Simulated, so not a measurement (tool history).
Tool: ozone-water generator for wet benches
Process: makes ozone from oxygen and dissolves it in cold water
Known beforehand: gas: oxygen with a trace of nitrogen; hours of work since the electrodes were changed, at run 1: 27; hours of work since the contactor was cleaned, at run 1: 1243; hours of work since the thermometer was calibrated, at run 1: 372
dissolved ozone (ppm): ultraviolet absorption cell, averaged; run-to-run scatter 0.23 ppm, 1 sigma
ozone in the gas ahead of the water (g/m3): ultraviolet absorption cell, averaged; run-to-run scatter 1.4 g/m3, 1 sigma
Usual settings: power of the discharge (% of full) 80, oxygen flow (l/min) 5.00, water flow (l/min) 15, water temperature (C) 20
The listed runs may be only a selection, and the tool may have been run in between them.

run	hour	power of the discharge (% of full)	oxygen flow (l/min)	water flow (l/min)	water temperature (C)	hours of work since the electrodes were changed	hours of work since the contactor was cleaned	hours of work since the thermometer was calibrated	dissolved ozone (ppm)	ozone in the gas ahead of the water (g/m3)
1	0.0	80	5.00	15	20	27	1243	372	35.1	266.7
2	23.4	80	5.00	15	20	48	1264	394	34.4	267.3
3	38.4	79	5.00	15	20	62	1278	408	34.3	265.1
4	57.7	79	5.00	15	20	80	1296	426	34.6	266.0
5	88.7	58	5.00	15	20	109	1325	454	27.7	212.9
6	120.5	58	5.00	15	20	138	1354	484	27.6	213.1
7	145.7	58	5.00	15	20	162	1378	507	27.1	211.4
8	170.6	80	5.00	15	28	185	1401	530	30.0	264.8
9	203.5	80	5.00	15	28	215	1431	560	29.6	264.4
10	228.6	80	5.00	15	28	238	1454	584	29.7	265.9
11	254.9	80	5.00	15	20	263	1479	608	33.9	261.1
12	270.3	80	5.00	15	20	277	1493	622	34.1	262.6
13	292.1	80	5.00	22	20	297	1513	642	25.5	263.2
# hour 294.5: water thermometer calibrated
14	326.7	80	5.00	13	20	329	1545	30	37.7	259.7
15	356.0	80	5.00	13	20	356	1572	57	37.3	258.7
16	383.1	80	5.00	15	26	381	1597	82	30.2	261.1
17	414.3	80	5.00	15	20	410	1626	111	33.9	262.8
# hour 431.3: water thermometer calibrated, once more
18	443.2	80	6.60	11	20	436	1652	11	38.3	219.2
19	468.7	80	6.60	11	20	460	1676	35	38.3	217.4
20	488.2	80	6.60	11	20	478	1694	53	37.9	218.4
21	521.8	80	2.61	13	20	509	1725	84	39.8	394.1
22	554.7	94	3.57	13	23	539	1755	114	41.1	357.0
23	580.9	94	3.57	13	23	563	1779	138	41.2	356.5
24	603.7	90	3.57	13	25	584	1800	159	38.7	347.5
25	624.2	90	3.57	13	25	603	1819	178	38.6	344.7
26	642.9	80	7.31	15	13	621	1837	196	35.7	201.9
27	666.6	52	3.54	15	20	643	1859	218	26.4	242.2
28	697.8	52	3.54	15	20	672	1887	247	26.3	239.8
29	732.5	43	4.75	15	15	704	1920	279	24.5	179.1
30	760.4	50	6.17	15	17	729	1945	304	24.9	165.8
31	784.4	80	3.32	24	20	752	1968	327	23.1	330.0
32	800.1	80	3.32	24	18	766	1982	341	23.0	333.9
33	827.5	51	8.25	10	16	791	2007	366	29.6	140.6

Selected run-to-run steps in dissolved ozone (ppm), each split into two signed amounts: the part the tool would show with no hidden state at all (from settings, incoming material and random variation), and the remainder, which goes to the hidden state together with any gauge scatter not common to the measured and the hidden-state-free results:
Hidden state present: yield of the discharge, % of new electrodes'; contactor's efficiency, % of a clean one's; true water temperature over the reading, C; drift of the gauge itself on ozone_ppm, %; drift of the gauge itself on gas_g_m3, %.
Run 12 -> 13: water flow (l/min) 15 -> 22. dissolved ozone (ppm) -8.6: hidden state +0.1, all else -8.7.
Run 13 -> 14: water flow (l/min) 22 -> 13, water thermometer calibrated. dissolved ozone (ppm) +12.2: hidden state -0.3, all else +12.5.
Run 26 -> 27: power of the discharge (% of full) 80 -> 52, oxygen flow (l/min) 7.31 -> 3.54, water temperature (C) 13 -> 20. dissolved ozone (ppm) -9.3: hidden state +0.6, all else -9.9.
Run 30 -> 31: power of the discharge (% of full) 50 -> 80, oxygen flow (l/min) 6.17 -> 3.32, water flow (l/min) 15 -> 24, water temperature (C) 17 -> 20. dissolved ozone (ppm) -1.8: hidden state -0.4, all else -1.4.
